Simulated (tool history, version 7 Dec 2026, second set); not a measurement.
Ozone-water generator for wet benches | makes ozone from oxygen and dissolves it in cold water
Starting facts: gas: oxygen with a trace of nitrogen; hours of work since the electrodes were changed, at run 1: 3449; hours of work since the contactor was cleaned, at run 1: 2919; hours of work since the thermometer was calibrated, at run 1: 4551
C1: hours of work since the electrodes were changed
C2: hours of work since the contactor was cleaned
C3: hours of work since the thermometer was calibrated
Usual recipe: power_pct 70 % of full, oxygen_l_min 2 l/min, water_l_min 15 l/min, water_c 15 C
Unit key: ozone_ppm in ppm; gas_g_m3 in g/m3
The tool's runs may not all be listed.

{"run": 1, "hour": 0.0, "power_pct": 70, "oxygen_l_min": 2, "water_l_min": 15, "water_c": 15, "C1": 3449, "C2": 2919, "C3": 4551, "ozone_ppm": 18.8, "gas_g_m3": 278.4}
{"run": 2, "hour": 204.8, "power_pct": 70, "oxygen_l_min": 2, "water_l_min": 15, "water_c": 15, "C1": 3608, "C2": 3078, "C3": 4710, "ozone_ppm": 18.8, "gas_g_m3": 278.3}
{"hour": 231.2, "done": "water thermometer calibrated"}
{"run": 3, "hour": 320.3, "power_pct": 97, "oxygen_l_min": 2, "water_l_min": 15, "water_c": 15, "C1": 3697, "C2": 3167, "C3": 69, "ozone_ppm": 22.4, "gas_g_m3": 330}
{"run": 4, "hour": 428.4, "power_pct": 97, "oxygen_l_min": 2, "water_l_min": 15, "water_c": 15, "C1": 3781, "C2": 3251, "C3": 153, "ozone_ppm": 22.1, "gas_g_m3": 328.6}
{"run": 5, "hour": 614.8, "power_pct": 97, "oxygen_l_min": 2, "water_l_min": 15, "water_c": 15, "C1": 3925, "C2": 3396, "C3": 297, "ozone_ppm": 22.1, "gas_g_m3": 328.5}
{"run": 6, "hour": 749.2, "power_pct": 70, "oxygen_l_min": 2, "water_l_min": 15, "water_c": 15, "C1": 4029, "C2": 3500, "C3": 401, "ozone_ppm": 18.8, "gas_g_m3": 280.2}
{"run": 7, "hour": 923.3, "power_pct": 70, "oxygen_l_min": 2, "water_l_min": 15, "water_c": 15, "C1": 4164, "C2": 3635, "C3": 536, "ozone_ppm": 18.7, "gas_g_m3": 277.7}
{"run": 8, "hour": 1083.2, "power_pct": 70, "oxygen_l_min": 2, "water_l_min": 15, "water_c": 15, "C1": 4288, "C2": 3759, "C3": 660, "ozone_ppm": 18.8, "gas_g_m3": 279.7}
{"run": 9, "hour": 1282.9, "power_pct": 70, "oxygen_l_min": 2, "water_l_min": 14, "water_c": 16, "C1": 4443, "C2": 3913, "C3": 815, "ozone_ppm": 19.9, "gas_g_m3": 278.1}
{"run": 10, "hour": 1388.2, "power_pct": 45, "oxygen_l_min": 1.11, "water_l_min": 17, "water_c": 8, "C1": 4525, "C2": 3995, "C3": 897, "ozone_ppm": 11, "gas_g_m3": 286.6}
{"run": 11, "hour": 1559.6, "power_pct": 70, "oxygen_l_min": 2, "water_l_min": 21, "water_c": 15, "C1": 4657, "C2": 4128, "C3": 1030, "ozone_ppm": 12.8, "gas_g_m3": 277.6}

Predict each of these 5 candidate next runs independently; none follows another, all start after run 11:
{"run": "A", "hour": 1726.6, "power_pct": 70, "oxygen_l_min": 1.79, "water_l_min": 11, "water_c": 14, "C1": 4787, "C2": 4257, "C3": 1159, "ozone_ppm": "?", "gas_g_m3": "?"}
{"run": "B", "hour": 1726.6, "power_pct": 70, "oxygen_l_min": 1.71, "water_l_min": 13, "water_c": 14, "C1": 4787, "C2": 4257, "C3": 1159, "ozone_ppm": "?", "gas_g_m3": "?"}
{"run": "C", "hour": 1726.6, "power_pct": 70, "oxygen_l_min": 2, "water_l_min": 15, "water_c": 10, "C1": 4787, "C2": 4257, "C3": 1159, "ozone_ppm": "?", "gas_g_m3": "?"}
{"run": "D", "hour": 1726.6, "power_pct": 99, "oxygen_l_min": 2, "water_l_min": 18, "water_c": 10, "C1": 4787, "C2": 4257, "C3": 1159, "ozone_ppm": "?", "gas_g_m3": "?"}
{"run": "E", "hour": 1726.6, "power_pct": 70, "oxygen_l_min": 1.24, "water_l_min": 12, "water_c": 14, "C1": 4787, "C2": 4257, "C3": 1159, "ozone_ppm": "?", "gas_g_m3": "?"}

run=A ozone_ppm=25.5 gas_g_m3=291.6
run=B ozone_ppm=21.3 gas_g_m3=297.3
run=C ozone_ppm=19.6 gas_g_m3=277.5
run=D ozone_ppm=19.1 gas_g_m3=332.5
run=E ozone_ppm=20.9 gas_g_m3=342.3
Had the tool no hidden state, the same runs would have come out as:
run=A ozone_ppm=25.6 gas_g_m3=292.1
run=B ozone_ppm=21.4 gas_g_m3=297.9
run=C ozone_ppm=19.6 gas_g_m3=278
run=D ozone_ppm=19.1 gas_g_m3=333.2
run=E ozone_ppm=21 gas_g_m3=342.9
